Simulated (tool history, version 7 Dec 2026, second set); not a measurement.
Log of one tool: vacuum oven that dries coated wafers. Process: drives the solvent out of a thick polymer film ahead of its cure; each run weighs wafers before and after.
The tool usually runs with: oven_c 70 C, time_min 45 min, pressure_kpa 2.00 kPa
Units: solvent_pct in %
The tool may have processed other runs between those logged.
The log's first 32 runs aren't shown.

Run 33, hour 1763.2: usual settings but oven_c 79 C, time_min 49 min, pressure_kpa 1.92 kPa. Result: solvent_pct 2.16 %.
Run 34, hour 1836.4: usual settings but oven_c 79 C, time_min 49 min, pressure_kpa 1.92 kPa. Result: solvent_pct 2.14 %.
Run 35, hour 1884.5: usual settings but pressure_kpa 5.51 kPa. Result: solvent_pct 8.75 %.
Run 36, hour 1922.4: usual settings but oven_c 63 C, time_min 68 min, pressure_kpa 7.30 kPa. Result: solvent_pct 12.51 %.
Run 37, hour 1973.2: usual settings but oven_c 71 C, time_min 41 min, pressure_kpa 5.39 kPa. Result: solvent_pct 8.41 %.
Run 38, hour 2050.5: usual settings but oven_c 68 C, pressure_kpa 2.86 kPa. Result: solvent_pct 5.79 %.
Run 39, hour 2118.0: usual settings but oven_c 83 C, time_min 40 min, pressure_kpa 2.75 kPa. Result: solvent_pct 2.53 %.
Run 40, hour 2181.4: usual settings but oven_c 83 C, time_min 40 min, pressure_kpa 2.75 kPa. Result: solvent_pct 2.48 %.
Run 41, hour 2224.5: usual settings but oven_c 76 C, time_min 23 min, pressure_kpa 4.57 kPa. Result: solvent_pct 6.46 %.
Run 42, hour 2298.5: usual settings but oven_c 72 C. Result: solvent_pct 3.49 %.
Run 43, hour 2347.4: usual settings but oven_c 76 C, time_min 78 min, pressure_kpa 1.71 kPa. Result: solvent_pct 2.10 %.
Run 44, hour 2388.5: usual settings but oven_c 76 C, time_min 78 min, pressure_kpa 1.71 kPa. Result: solvent_pct 2.08 %.
Run 45, hour 2437.7: usual settings but oven_c 64 C, time_min 37 min, pressure_kpa 5.28 kPa. Result: solvent_pct 10.89 %.
Run 46, hour 2473.2: usual settings but time_min 38 min. Result: solvent_pct 4.20 %.

Here are 5 independent what-if runs from the current tool condition. What would each one return?
Run A, hour 2510.3: usual settings but pressure_kpa 2.87 kPa. Result: solvent_pct ?.
Run B, hour 2510.3: usual settings but oven_c 61 C, time_min 38 min, pressure_kpa 1.13 kPa. Result: solvent_pct ?.
Run C, hour 2510.3: usual settings but pressure_kpa 5.44 kPa. Result: solvent_pct ?.
Run D, hour 2510.3: usual settings but time_min 42 min. Result: solvent_pct ?.
Run E, hour 2510.3: usual settings but oven_c 78 C. Result: solvent_pct ?.

run  solvent_pct
  A         5.11
  B         6.02
  C         8.48
  D         4.10
  E         2.38
Without the tool's hidden state the same runs would have given:
run  solvent_pct
  A         5.07
  B         5.98
  C         8.45
  D         4.06
  E         2.34
